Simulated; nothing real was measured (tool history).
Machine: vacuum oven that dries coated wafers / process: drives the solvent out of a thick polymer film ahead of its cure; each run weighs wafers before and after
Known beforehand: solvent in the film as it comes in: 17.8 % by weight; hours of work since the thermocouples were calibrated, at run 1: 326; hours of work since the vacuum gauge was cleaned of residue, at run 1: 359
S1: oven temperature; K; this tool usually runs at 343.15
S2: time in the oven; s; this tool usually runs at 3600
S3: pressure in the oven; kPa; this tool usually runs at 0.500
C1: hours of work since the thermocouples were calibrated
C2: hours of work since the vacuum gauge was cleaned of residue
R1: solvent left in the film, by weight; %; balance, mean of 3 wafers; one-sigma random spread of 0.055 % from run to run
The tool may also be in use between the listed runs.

{"run": 1, "hour": 0.0, "S1": 343.15, "S2": 3600, "S3": 0.5, "C1": 326, "C2": 359, "R1": 2.29}
{"run": 2, "hour": 11.1, "S1": 343.15, "S2": 3600, "S3": 0.5, "C1": 334, "C2": 367, "R1": 2.32}
{"run": 3, "hour": 22.4, "S1": 343.15, "S2": 3600, "S3": 0.426, "C1": 342, "C2": 375, "R1": 2.23}
{"run": 4, "hour": 31.5, "S1": 336.15, "S2": 3600, "S3": 0.426, "C1": 349, "C2": 382, "R1": 3.74}
{"run": 5, "hour": 43.1, "S1": 336.15, "S2": 3600, "S3": 0.426, "C1": 357, "C2": 390, "R1": 3.74}
{"run": 6, "hour": 54.1, "S1": 336.15, "S2": 3600, "S3": 0.426, "C1": 365, "C2": 398, "R1": 3.79}
{"run": 7, "hour": 60.4, "S1": 343.15, "S2": 3600, "S3": 0.5, "C1": 370, "C2": 403, "R1": 2.21}
{"run": 8, "hour": 70.0, "S1": 343.15, "S2": 3600, "S3": 0.5, "C1": 377, "C2": 410, "R1": 2.22}
{"run": 9, "hour": 81.6, "S1": 328.15, "S2": 3600, "S3": 0.5, "C1": 386, "C2": 418, "R1": 6.08}
{"run": 10, "hour": 93.9, "S1": 332.15, "S2": 3600, "S3": 0.5, "C1": 394, "C2": 427, "R1": 4.95}
{"run": 11, "hour": 108.5, "S1": 332.15, "S2": 3600, "S3": 0.5, "C1": 405, "C2": 438, "R1": 5.07}
{"run": 12, "hour": 117.2, "S1": 343.15, "S2": 3600, "S3": 0.5, "C1": 412, "C2": 444, "R1": 2.17}
{"run": 13, "hour": 129.5, "S1": 343.15, "S2": 2100, "S3": 0.5, "C1": 421, "C2": 453, "R1": 4.66}
{"run": 14, "hour": 136.8, "S1": 337.15, "S2": 4740, "S3": 0.25, "C1": 426, "C2": 459, "R1": 2.26}
{"run": 15, "hour": 143.4, "S1": 337.15, "S2": 4920, "S3": 0.25, "C1": 431, "C2": 464, "R1": 2.03}
{"run": 16, "hour": 154.2, "S1": 337.15, "S2": 4920, "S3": 0.32, "C1": 439, "C2": 471, "R1": 2.15}
{"run": 17, "hour": 161.7, "S1": 343.15, "S2": 2040, "S3": 0.462, "C1": 444, "C2": 477, "R1": 4.77}
{"run": 18, "hour": 170.4, "S1": 355.15, "S2": 3600, "S3": 1.791, "C1": 450, "C2": 483, "R1": 1.37}
{"run": 19, "hour": 183.6, "S1": 345.15, "S2": 3600, "S3": 0.719, "C1": 460, "C2": 493, "R1": 2.05}
{"run": 20, "hour": 198.0, "S1": 345.15, "S2": 3600, "S3": 0.719, "C1": 470, "C2": 503, "R1": 1.99}
{"run": 21, "hour": 206.8, "S1": 345.15, "S2": 3780, "S3": 0.719, "C1": 477, "C2": 510, "R1": 1.81}
{"run": 22, "hour": 222.0, "S1": 355.15, "S2": 2100, "S3": 0.344, "C1": 488, "C2": 521, "R1": 1.88}
{"run": 23, "hour": 233.1, "S1": 355.15, "S2": 2940, "S3": 0.976, "C1": 496, "C2": 529, "R1": 1.22}
{"run": 24, "hour": 242.3, "S1": 353.15, "S2": 6300, "S3": 0.685, "C1": 503, "C2": 536, "R1": 0.51}
{"run": 25, "hour": 252.0, "S1": 344.15, "S2": 4080, "S3": 0.366, "C1": 510, "C2": 543, "R1": 1.46}
{"run": 26, "hour": 260.9, "S1": 344.15, "S2": 5400, "S3": 0.257, "C1": 516, "C2": 549, "R1": 0.87}

5 options for the next run, each taken on its own from the tool as it stands now. Forecast them:
{"run": "A", "hour": 272.1, "S1": 330.15, "S2": 3780, "S3": 1.258, "C1": 525, "C2": 557, "R1": "?"}
{"run": "B", "hour": 272.1, "S1": 339.15, "S2": 3240, "S3": 0.5, "C1": 525, "C2": 557, "R1": "?"}
{"run": "C", "hour": 272.1, "S1": 331.15, "S2": 2220, "S3": 0.454, "C1": 525, "C2": 557, "R1": "?"}
{"run": "D", "hour": 272.1, "S1": 343.15, "S2": 3600, "S3": 1.383, "C1": 525, "C2": 557, "R1": "?"}
{"run": "E", "hour": 272.1, "S1": 354.15, "S2": 4740, "S3": 0.257, "C1": 525, "C2": 557, "R1": "?"}

run=A R1=6.26
run=B R1=3.58
run=C R1=7.95
run=D R1=2.99
run=E R1=0.26
Without the tool's hidden state the same runs would have given:
run=A R1=6.23
run=B R1=3.56
run=C R1=7.92
run=D R1=2.97
run=E R1=0.25

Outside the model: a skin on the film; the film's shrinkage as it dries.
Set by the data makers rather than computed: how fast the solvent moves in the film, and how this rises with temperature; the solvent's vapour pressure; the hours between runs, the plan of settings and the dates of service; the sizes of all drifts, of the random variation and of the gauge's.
